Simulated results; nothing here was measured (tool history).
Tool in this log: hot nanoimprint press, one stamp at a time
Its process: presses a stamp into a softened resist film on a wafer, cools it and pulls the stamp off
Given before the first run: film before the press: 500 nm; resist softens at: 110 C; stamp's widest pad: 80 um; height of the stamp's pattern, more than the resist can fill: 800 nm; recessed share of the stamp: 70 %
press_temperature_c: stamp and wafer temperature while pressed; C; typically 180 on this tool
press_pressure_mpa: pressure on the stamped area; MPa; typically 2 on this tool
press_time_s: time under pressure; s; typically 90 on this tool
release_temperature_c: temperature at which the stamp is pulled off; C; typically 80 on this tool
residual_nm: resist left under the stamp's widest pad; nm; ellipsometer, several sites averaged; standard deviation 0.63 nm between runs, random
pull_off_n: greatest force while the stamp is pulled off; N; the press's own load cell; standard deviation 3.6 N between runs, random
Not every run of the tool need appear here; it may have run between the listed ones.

run,day,press_temperature_c,press_pressure_mpa,press_time_s,release_temperature_c,residual_nm,pull_off_n
1,0.000,180,2,90,80,273.3,183
2,0.208,180,2,90,80,273.3,177
3,0.546,180,2,90,80,273.6,181
4,0.725,180,2,90,80,273.5,183
5,1.088,180,2,90,80,274.2,179
6,1.467,180,2,104,80,258.7,183
7,1.812,180,2,90,80,273.4,186
# day 2.238: plate thermocouple calibrated
8,2.308,180,2,90,80,274.6,181
9,2.733,180,2,90,85,273.9,173
10,3.046,179,2,90,80,287.2,191
11,3.400,174,2,90,80,353.9,186
12,3.575,180,2,112,80,251.9,183
13,3.842,180,2,112,80,252.7,187
14,4.258,180,2,158,80,220.6,188

Run 15 comes next. What will it give?
15,4.617,180,2,158,80,?,?

{"run 15": {"residual_nm": 220.8, "pull_off_n": 185}}
Take away the tool's hidden state, keep the run-to-run variation as it was, and the same run would have given residual_nm 220.8 nm, pull_off_n 183 N.
